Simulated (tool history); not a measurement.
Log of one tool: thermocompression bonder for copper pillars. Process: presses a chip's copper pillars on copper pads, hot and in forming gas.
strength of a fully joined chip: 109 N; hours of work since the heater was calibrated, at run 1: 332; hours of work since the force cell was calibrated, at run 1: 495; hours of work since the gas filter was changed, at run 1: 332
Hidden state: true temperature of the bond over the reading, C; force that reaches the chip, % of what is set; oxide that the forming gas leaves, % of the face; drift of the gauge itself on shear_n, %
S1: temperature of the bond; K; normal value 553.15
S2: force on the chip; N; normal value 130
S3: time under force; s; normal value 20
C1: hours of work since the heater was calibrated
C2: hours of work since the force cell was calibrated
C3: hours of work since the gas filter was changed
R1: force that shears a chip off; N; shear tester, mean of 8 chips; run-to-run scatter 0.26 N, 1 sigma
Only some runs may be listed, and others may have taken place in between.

run	hour	S1	S2	S3	C1	C2	C3	R1
1	0	553.15	130	20	332	495	332	50.1
2	62.2	553.15	130	20	364	527	364	50.2
# hour 104.6: forming gas filter changed
3	116.6	553.15	130	20	393	556	6	54
4	172.4	553.15	155	20	422	585	36	63.7
5	219.4	553.15	100	20	446	610	60	41.9
6	280.7	553.15	100	20	479	642	92	41.6
7	359.4	553.15	130	16	520	683	134	49.8
8	434	553.15	130	16	559	722	173	49.3
9	510.6	553.15	130	16	599	762	213	49.8
10	554.3	553.15	130	16	622	785	236	49.1
# hour 563.5: heater calibrated with a thermocouple chip
11	599.5	553.15	130	16	19	808	258	41.9
12	659.9	553.15	130	20	51	839	290	45.2
13	715.2	553.15	130	20	80	868	319	45.3
14	776.6	553.15	130	20	112	900	351	45.3
15	824.3	541.15	130	20	137	925	376	37.4
# hour 848.5: forming gas filter changed
16	895.9	577.15	130	20	174	963	25	67
17	960.4	577.15	130	20	208	997	59	66.3
18	997.8	577.15	130	20	227	1016	78	66.5
19	1053.9	526.15	88	20	257	1046	108	20.5
20	1129.4	542.15	88	52	296	1085	147	40.6
21	1188.4	551.15	180	15	327	1116	178	58.5
22	1246.6	551.15	180	15	358	1147	209	58.3
23	1312.2	548.15	130	20	392	1181	243	46.1
# hour 1340.3: force cell calibrated
24	1353.4	548.15	130	20	413	7	264	49.4
25	1419.2	576.15	94	18	447	41	298	50.1
26	1467.7	545.15	130	20	473	67	324	47.2
27	1552.1	553.15	167	49	517	111	368	80.4
# hour 1586.3: forming gas filter changed
28	1626.1	547.15	167	49	556	150	21	84.1
29	1694.6	546.15	94	48	592	185	57	52
30	1749.2	546.15	175	48	620	214	85	84.7
# hour 1757: heater calibrated with a thermocouple chip
31	1824.6	546.15	175	48	35	253	124	75.7
32	1904.1	546.15	175	48	77	294	166	75.1
33	1944.3	528.15	147	59	98	315	187	55.4
34	2005.3	553.15	130	25	130	347	219	52.6
35	2072	553.15	138	10	165	382	253	39.9

What if the next run were any one of these 4? Each begins from the tool's condition after run 35:
A	2129.5	532.15	112	20	195	412	284	?
B	2129.5	570.15	128	12	195	412	284	?
C	2129.5	553.15	138	38	195	412	284	?
D	2129.5	542.15	142	20	195	412	284	?

run	R1
A	29.9
B	50
C	62.9
D	45
Without the tool's unlogged condition, the same runs would have read:
run	R1
A	30.8
B	52.2
C	65.7
D	46.6
